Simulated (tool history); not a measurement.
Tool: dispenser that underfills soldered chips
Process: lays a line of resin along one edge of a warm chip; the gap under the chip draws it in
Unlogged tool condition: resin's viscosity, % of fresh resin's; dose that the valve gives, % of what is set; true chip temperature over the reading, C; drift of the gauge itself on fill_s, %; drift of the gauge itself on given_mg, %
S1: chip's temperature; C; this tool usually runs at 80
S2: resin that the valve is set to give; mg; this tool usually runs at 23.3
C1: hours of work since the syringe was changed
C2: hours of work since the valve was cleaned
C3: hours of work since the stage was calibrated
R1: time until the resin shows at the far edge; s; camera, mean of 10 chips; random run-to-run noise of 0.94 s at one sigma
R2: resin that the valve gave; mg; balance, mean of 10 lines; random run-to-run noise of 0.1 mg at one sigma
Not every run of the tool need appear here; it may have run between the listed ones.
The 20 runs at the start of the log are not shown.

At hour 128.2: new syringe of resin.
Run 21, hour 132.7: usual settings but S1 92 C, S2 22.4 mg; C1 3; C2 36; C3 212. Result: R1 79 s, R2 22.2 mg.
At hour 136.2: new syringe of resin.
Run 22, hour 140.9: usual settings but S1 83 C, S2 20.7 mg; C1 4; C2 42; C3 218. Result: R1 116.8 s, R2 20.26 mg.
At hour 144.6: new syringe of resin.
Run 23, hour 147.9: usual settings but S1 93 C, S2 26.1 mg; C1 3; C2 47; C3 223. Result: R1 66.1 s, R2 25.65 mg.
At hour 152.6: new syringe of resin.
Run 24, hour 154.7: usual settings but S1 86 C, S2 28.4 mg; C1 2; C2 52; C3 228. Result: R1 82.3 s, R2 27.92 mg.
At hour 159.2: dispensing valve cleaned and set on the balance.
At hour 162.1: new syringe of resin.
Run 25, hour 163.1: usual settings but S1 86 C, S2 28.4 mg; C1 1; C2 3; C3 233. Result: R1 76.6 s, R2 28.44 mg.
Run 26, hour 167: usual settings but S1 77 C; C1 4; C2 6; C3 236. Result: R1 149.1 s, R2 23.23 mg.
At hour 170.2: new syringe of resin.
Run 27, hour 173.6: usual settings but S1 79 C, S2 29.2 mg; C1 3; C2 10; C3 241. Result: R1 121.2 s, R2 29.15 mg.
At hour 178.2: new syringe of resin.
Run 28, hour 178.5: usual settings but S1 73 C, S2 27.6 mg; C1 0; C2 14; C3 245. Result: R1 126.5 s, R2 27.42 mg.
At hour 186.3: new syringe of resin.
Run 29, hour 186.3: usual settings but S1 75 C; C1 0; C2 20; C3 250. Result: R1 120.8 s, R2 23.21 mg.
Run 30, hour 192: usual settings but S1 72 C; C1 4; C2 24; C3 255. Result: R1 200.2 s, R2 22.96 mg.
At hour 194.6: new syringe of resin.
Run 31, hour 199.9: usual settings but S1 72 C; C1 4; C2 30; C3 260. Result: R1 189.4 s, R2 23.13 mg.

Consider 3 possible next runs. They are alternatives, not a sequence: every one starts from the tool as it was left by run 31. What does each give?
At hour 202.7: new syringe of resin.
Run A, hour 205: usual settings but S1 81 C, S2 24.2 mg; C1 2; C2 33; C3 264. Result: R1 ?, R2 ?.
At hour 202.7: new syringe of resin.
Run B, hour 205: usual settings but S1 89 C, S2 22.2 mg; C1 2; C2 33; C3 264. Result: R1 ?, R2 ?.
At hour 202.7: new syringe of resin.
Run C, hour 205: usual settings but S1 94 C, S2 30.1 mg; C1 2; C2 33; C3 264. Result: R1 ?, R2 ?.

run     R1     R2
  A  106.8  24.02
  B   76.2  21.64
  C   58.4  29.66
With no hidden state in the tool, these same runs would have given:
run    R1     R2
  A  87.2  24.39
  B  62.2  21.97
  C  47.9  30.11

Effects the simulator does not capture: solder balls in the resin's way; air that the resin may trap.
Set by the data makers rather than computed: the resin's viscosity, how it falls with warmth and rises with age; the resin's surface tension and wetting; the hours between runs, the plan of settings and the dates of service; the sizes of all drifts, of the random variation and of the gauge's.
